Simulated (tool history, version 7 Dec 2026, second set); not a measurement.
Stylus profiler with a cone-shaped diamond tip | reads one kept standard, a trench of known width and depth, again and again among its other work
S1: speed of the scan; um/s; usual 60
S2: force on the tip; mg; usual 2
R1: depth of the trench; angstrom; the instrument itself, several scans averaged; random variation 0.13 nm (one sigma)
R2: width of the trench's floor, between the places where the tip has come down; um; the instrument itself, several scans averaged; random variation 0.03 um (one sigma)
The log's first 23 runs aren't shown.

run 24 hour=455.9 | S1=152 S2=1 | R1=5028.9 R2=44.16
run 25 hour=477 | S1=152 S2=1 | R1=5030.2 R2=44.16
run 26 hour=504.3 | S1=19 S2=5.3 | R1=5092.9 R2=44.83
run 27 hour=523.1 | S1=87 S2=5.81 | R1=5099.8 R2=44.7
run 28 hour=544.8 | S1=62 S2=0.87 | R1=5027.6 R2=44.51
run 29 hour=560.3 | S1=16 S2=0.87 | R1=5029.5 R2=44.76
run 30 hour=577.8 | S1=41 S2=4.4 | R1=5084.6 R2=44.69
run 31 hour=598.6 | S1=41 S2=4.4 | R1=5082.6 R2=44.74
run 32 hour=614.5 | S1=48 S2=1.26 | R1=5036.4 R2=44.56
run 33 hour=639.1 | S1=81 S2=1.79 | R1=5045 R2=44.49
run 34 hour=669.1 | S1=134 S2=0.89 | R1=5025.9 R2=44.02
run 35 hour=696.4 | S1=134 S2=0.89 | R1=5027.6 R2=44
run 36 hour=713.9 | S1=60 S2=1.94 | R1=5048.6 R2=44.56
run 37 hour=729.2 | S1=23 S2=1.13 | R1=5035.8 R2=44.64
run 38 hour=753.8 | S1=166 S2=1.98 | R1=5048.5 R2=44.15

Forecast each of these 3 alternatives for the next run:
run A hour=766.8 | S1=60 S2=0.7 | R1=? R2=?
run B hour=766.8 | S1=119 S2=1.6 | R1=? R2=?
run C hour=766.8 | S1=141 S2=1.6 | R1=? R2=?

run=A R1=5023.3 R2=44.35
run=B R1=5046 R2=44.22
run=C R1=5044.1 R2=44.14
Without the tool's hidden state the same runs would have given:
run=A R1=5022.2 R2=45.27
run=B R1=5045 R2=45.15
run=C R1=5043.1 R2=45.06

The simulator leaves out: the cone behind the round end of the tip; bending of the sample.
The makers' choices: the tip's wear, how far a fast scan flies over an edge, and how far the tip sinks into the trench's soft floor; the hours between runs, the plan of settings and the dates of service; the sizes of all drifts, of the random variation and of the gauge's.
